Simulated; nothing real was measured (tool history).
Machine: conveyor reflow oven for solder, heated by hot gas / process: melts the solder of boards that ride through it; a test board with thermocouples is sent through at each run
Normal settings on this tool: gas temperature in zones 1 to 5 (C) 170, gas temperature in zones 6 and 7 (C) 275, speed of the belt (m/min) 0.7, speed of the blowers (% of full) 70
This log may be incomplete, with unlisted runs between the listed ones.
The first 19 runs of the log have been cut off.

run,day,gas temperature in zones 1 to 5 (C),gas temperature in zones 6 and 7 (C),speed of the belt (m/min),speed of the blowers (% of full),hours of work since the flux was cleaned out,hours of work since the belt drive was overhauled,hours of work since the thermocouples were changed,highest temperature of the board (C),time above the solder's melting point (s)
20,7.833,178,283,0.608,85,98,605,239,273.7,64.7
21,8.133,170,289,0.653,70,102,609,243,272.2,57.1
22,8.712,179,276,0.697,52,109,616,250,253.4,46.7
23,9.038,170,285,0.7,70,113,620,254,266.2,51
24,9.458,159,270,0.7,70,119,625,259,251,40.5
25,9.75,157,275,0.807,52,122,629,263,240.3,26
26,10.188,157,275,0.807,52,128,635,269,240.2,25.9
27,10.496,157,288,0.807,52,132,638,272,250.5,32.9
28,11.083,170,275,0.793,72,139,646,280,253.2,39
29,11.383,162,288,0.567,80,143,650,284,277.6,66.2
30,11.746,170,264,0.677,71,147,654,288,249.3,44.3
31,12.333,162,269,0.76,70,155,661,296,247.5,35.5
32,12.762,162,269,0.76,70,160,667,301,247.7,35.5

3 options for the next run, each taken on its own from the tool as it stands now. Forecast them:
A,13.275,163,275,0.7,86,167,673,307,?,?
B,13.275,164,275,0.7,70,167,673,307,?,?
C,13.275,162,280,0.692,70,167,673,307,?,?

run,highest temperature of the board (C),time above the solder's melting point (s)
A,260.3,47.7
B,256.2,44.7
C,260.7,47.4
With the hidden condition removed and each run's random variation left untouched, the same runs would have given:
run,highest temperature of the board (C),time above the solder's melting point (s)
A,260.4,47.1
B,256.2,44
C,260.7,46.7
